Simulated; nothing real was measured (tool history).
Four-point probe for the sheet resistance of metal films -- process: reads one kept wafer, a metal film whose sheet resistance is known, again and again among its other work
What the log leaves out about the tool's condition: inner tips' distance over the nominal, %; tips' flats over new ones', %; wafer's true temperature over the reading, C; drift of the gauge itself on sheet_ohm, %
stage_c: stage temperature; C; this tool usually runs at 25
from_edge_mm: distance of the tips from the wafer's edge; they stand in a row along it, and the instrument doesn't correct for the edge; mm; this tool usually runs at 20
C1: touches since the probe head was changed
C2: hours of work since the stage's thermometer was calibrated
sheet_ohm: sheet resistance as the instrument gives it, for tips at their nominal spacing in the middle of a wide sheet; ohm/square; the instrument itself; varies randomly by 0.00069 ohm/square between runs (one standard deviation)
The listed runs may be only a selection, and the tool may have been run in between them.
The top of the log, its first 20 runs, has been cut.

run 21 hour=296 | stage_c=33 from_edge_mm=3 | C1=10807 C2=756 | sheet_ohm=3.767376
run 22 hour=311.3 | stage_c=20 from_edge_mm=54 | C1=11318 C2=768 | sheet_ohm=3.442113
run 23 hour=322.4 | stage_c=20 from_edge_mm=4 | C1=11688 C2=776 | sheet_ohm=3.616408
run 24 hour=336.1 | stage_c=28 from_edge_mm=70 | C1=12146 C2=787 | sheet_ohm=3.457426
run 25 hour=352.5 | stage_c=24 from_edge_mm=3 | C1=12692 C2=799 | sheet_ohm=3.74978
run 26 hour=364.2 | stage_c=24 from_edge_mm=25 | C1=13085 C2=808 | sheet_ohm=3.452596
run 27 hour=380.9 | stage_c=20 from_edge_mm=51 | C1=13640 C2=820 | sheet_ohm=3.441667
run 28 hour=389.4 | stage_c=21 from_edge_mm=8 | C1=13925 C2=827 | sheet_ohm=3.489933
run 29 hour=398.3 | stage_c=22 from_edge_mm=30 | C1=14219 C2=833 | sheet_ohm=3.447157
run 30 hour=412.3 | stage_c=18 from_edge_mm=56 | C1=14686 C2=844 | sheet_ohm=3.43792
run 31 hour=432.5 | stage_c=24 from_edge_mm=56 | C1=15361 C2=859 | sheet_ohm=3.448455
run 32 hour=442 | stage_c=24 from_edge_mm=56 | C1=15679 C2=866 | sheet_ohm=3.449481
run 33 hour=450.4 | stage_c=32 from_edge_mm=5 | C1=15958 C2=872 | sheet_ohm=3.578798
run 34 hour=470 | stage_c=32 from_edge_mm=5 | C1=16611 C2=887 | sheet_ohm=3.579709
run 35 hour=484.9 | stage_c=24 from_edge_mm=23 | C1=17110 C2=898 | sheet_ohm=3.454028
run 36 hour=493.5 | stage_c=24 from_edge_mm=5 | C1=17395 C2=905 | sheet_ohm=3.564843
run 37 hour=508.6 | stage_c=24 from_edge_mm=5 | C1=17900 C2=916 | sheet_ohm=3.563527

Consider 4 possible next runs. They are alternatives, not a sequence: every one starts from the tool as it was left by run 37. What does each give?
run A hour=526.9 | stage_c=23 from_edge_mm=14 | C1=18510 C2=930 | sheet_ohm=?
run B hour=526.9 | stage_c=30 from_edge_mm=69 | C1=18510 C2=930 | sheet_ohm=?
run C hour=526.9 | stage_c=24 from_edge_mm=21 | C1=18510 C2=930 | sheet_ohm=?
run D hour=526.9 | stage_c=26 from_edge_mm=3 | C1=18510 C2=930 | sheet_ohm=?

run=A sheet_ohm=3.461675
run=B sheet_ohm=3.459732
run=C sheet_ohm=3.455172
run=D sheet_ohm=3.752461
With the hidden condition removed and each run's random variation left untouched, the same runs would have given:
run=A sheet_ohm=3.46199
run=B sheet_ohm=3.460045
run=C sheet_ohm=3.455485
run=D sheet_ohm=3.752799
